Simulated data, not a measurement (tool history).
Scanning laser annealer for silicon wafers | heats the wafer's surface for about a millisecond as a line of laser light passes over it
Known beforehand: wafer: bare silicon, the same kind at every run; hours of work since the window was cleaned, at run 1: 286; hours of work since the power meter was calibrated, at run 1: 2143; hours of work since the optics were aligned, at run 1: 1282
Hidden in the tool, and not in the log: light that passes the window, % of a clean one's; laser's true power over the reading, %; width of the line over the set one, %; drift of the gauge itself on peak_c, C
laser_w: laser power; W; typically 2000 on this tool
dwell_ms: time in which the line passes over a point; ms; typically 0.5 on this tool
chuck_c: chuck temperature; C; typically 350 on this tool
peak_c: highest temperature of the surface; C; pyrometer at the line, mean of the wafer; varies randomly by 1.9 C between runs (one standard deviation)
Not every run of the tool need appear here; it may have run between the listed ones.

run	day	laser_w	dwell_ms	chuck_c	hours of work since the window was cleaned	hours of work since the power meter was calibrated	hours of work since the optics were aligned	peak_c
1	0	2000	0.5	350	286	2143	1282	1128
2	2.162	2000	0.5	350	326	2184	1322	1126
# day 3.646: optics aligned, line set to its width
3	4.408	2000	0.5	350	364	2222	14	1126
4	5.658	2000	0.5	350	388	2245	38	1129
5	8.462	2000	0.5	350	440	2298	90	1126
# day 9.296: window over the wafer cleaned
6	9.925	2000	0.5	350	12	2323	116	1127
7	12.167	2000	0.5	350	54	2365	158	1132
8	14.392	2046	0.547	387	95	2407	199	1215
9	16.646	2036	0.5	350	137	2449	241	1139
10	18.292	1842	0.491	353	168	2480	272	1065
11	19.721	1813	0.5	350	195	2506	299	1062

The next listed run, before its measurement:
12	22.338	1813	0.5	350	244	2555	348	?

{"run 12": {"peak_c": 1059}}
Without the tool's hidden state the same run would have given peak_c 1059 C.
